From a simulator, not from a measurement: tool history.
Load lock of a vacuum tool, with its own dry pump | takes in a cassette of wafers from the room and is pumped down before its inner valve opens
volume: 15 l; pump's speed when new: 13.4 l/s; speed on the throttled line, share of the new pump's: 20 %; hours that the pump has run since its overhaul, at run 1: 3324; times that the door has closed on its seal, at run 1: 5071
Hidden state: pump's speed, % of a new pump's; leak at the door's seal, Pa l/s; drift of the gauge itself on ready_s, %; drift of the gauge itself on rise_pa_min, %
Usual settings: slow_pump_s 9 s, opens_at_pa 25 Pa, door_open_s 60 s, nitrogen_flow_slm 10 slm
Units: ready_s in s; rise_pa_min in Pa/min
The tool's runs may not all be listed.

run,hour,slow_pump_s,opens_at_pa,door_open_s,nitrogen_flow_slm,hours that the pump has run since its overhaul,times that the door has closed on its seal,"incoming humidity of the room's air, %",ready_s,rise_pa_min
1,0,9,25,60,10,3324,5071,45.5,17.3,0.064
2,54,9,25,55,10,3378,5243,42.4,17.1,0.059
3,138.7,9,25,55,10,3463,5513,44.3,16.3,0.059
4,184.7,9,25,55,10,3509,5659,46.3,17,0.063
5,236.8,9,25,55,10,3561,5825,47.3,16.9,0.061
6,306.7,9,25,60,10,3631,6047,44.9,17.3,0.068
7,414.4,9,25,60,17,3738,6390,43.1,16.7,0.052
8,524.8,9,25,60,17,3849,6742,46,16.9,0.059
9,629.7,9,25,60,17,3954,7076,43.4,17.1,0.059
10,728.3,9,25,60,14,4052,7390,44.7,16.6,0.057
11,801.3,4,25,60,10,4125,7622,42.4,13.2,0.066
12,911.8,9,25,60,44,4236,7974,46.7,17.1,0.041
13,987.8,8,43,53,16,4312,8215,44.7,15.6,0.055
14,1090.2,8,43,53,16,4414,8541,44,15.8,0.055
15,1196.9,8,43,53,16,4521,8881,43.8,15.5,0.059
16,1242.6,8,33,214,9,4567,9027,47.3,15.7,0.142
17,1321.3,5,35,127,15,4645,9277,48.2,13.1,0.098
18,1380.4,12,27,60,12,4704,9465,48.4,19.3,0.066
19,1437.2,9,38,142,13,4761,9646,46.6,16.2,0.102
20,1517.5,8,47,142,13,4841,9901,42.7,15.5,0.097
21,1593.1,8,47,234,14,4917,10142,44,15.6,0.118

Some steps in ready_s between neighbouring runs. How much of each would the tool show without its hidden state too (settings, what came in, random variation), and how much is left for the hidden state, with any gauge scatter that isn't in both results?
Run 3 -> 4: no setting changed, nothing entered. ready_s +0.7 s: hidden state +0.1, all else +0.6.
Run 4 -> 5: no setting changed, nothing entered. ready_s -0.1 s: hidden state -0.1, all else +0.
Run 11 -> 12: slow_pump_s 4 -> 9, nitrogen_flow_slm 10 -> 44. ready_s +3.9 s: hidden state -0.1, all else +4.
Run 17 -> 18: slow_pump_s 5 -> 12, opens_at_pa 35 -> 27, door_open_s 127 -> 60, nitrogen_flow_slm 15 -> 12. ready_s +6.2 s: hidden state +0, all else +6.2.
